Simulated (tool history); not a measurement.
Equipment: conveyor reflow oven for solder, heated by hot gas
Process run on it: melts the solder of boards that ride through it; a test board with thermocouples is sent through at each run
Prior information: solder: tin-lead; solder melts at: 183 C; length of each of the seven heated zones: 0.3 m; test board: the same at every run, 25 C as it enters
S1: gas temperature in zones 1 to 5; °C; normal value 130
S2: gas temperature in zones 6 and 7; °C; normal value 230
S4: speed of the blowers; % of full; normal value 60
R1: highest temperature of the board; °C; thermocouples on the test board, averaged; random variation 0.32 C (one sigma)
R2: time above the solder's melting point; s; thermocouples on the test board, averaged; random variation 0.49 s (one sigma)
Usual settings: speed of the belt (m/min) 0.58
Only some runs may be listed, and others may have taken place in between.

Run 1, hour 0: usual settings. Result: R1 203.1 °C, R2 32.8 s.
Run 2, hour 14.2: usual settings. Result: R1 203.1 °C, R2 30.9 s.
Run 3, hour 25.9: usual settings but S1 141 °C. Result: R1 206.6 °C, R2 36.2 s.
Run 4, hour 42.1: usual settings but speed of the belt (m/min) 0.602. Result: R1 201.7 °C, R2 28.4 s.
Run 5, hour 52.5: usual settings but speed of the belt (m/min) 0.602. Result: R1 201.9 °C, R2 29.1 s.
Run 6, hour 69.2: usual settings but S1 116 °C, speed of the belt (m/min) 0.602. Result: R1 198.2 °C, R2 22.2 s.
Run 7, hour 76.7: usual settings but S1 116 °C, speed of the belt (m/min) 0.602. Result: R1 198.4 °C, R2 23.1 s.
Run 8, hour 87.2: usual settings but S1 138 °C, S2 221 °C, speed of the belt (m/min) 0.545, S4 80 % of full. Result: R1 206.1 °C, R2 41.9 s.
Run 9, hour 94.4: usual settings but S1 135 °C, S2 221 °C, speed of the belt (m/min) 0.594, S4 53 % of full. Result: R1 193.5 °C, R2 19.4 s.
Run 10, hour 110: usual settings but S1 135 °C, S2 221 °C, speed of the belt (m/min) 0.594, S4 53 % of full. Result: R1 193.1 °C, R2 18.9 s.
Run 11, hour 122.3: usual settings but S1 144 °C, S2 222 °C, speed of the belt (m/min) 0.622, S4 64 % of full. Result: R1 200.1 °C, R2 30.2 s.
Run 12, hour 129.5: usual settings but S1 142 °C, speed of the belt (m/min) 0.61, S4 87 % of full. Result: R1 213.7 °C, R2 42.5 s.
Run 13, hour 143: usual settings but S1 131 °C, S4 81 % of full. Result: R1 210.9 °C, R2 39.8 s.
Run 14, hour 159.8: usual settings but S1 125 °C, S4 68 % of full. Result: R1 205.8 °C, R2 32.4 s.

Missing from the log above: 1 entry noted between runs. For each, name the pair of listed runs it sits between and say how the tool's hidden condition differs from the listed run just before to the listed run just after:
Runs 12 to 13: thermocouples of zones 6 and 7 changed (hour 136.6)
  true gas temperature in zones 6 and 7 over the reading, C: 0.21 -> 0.02
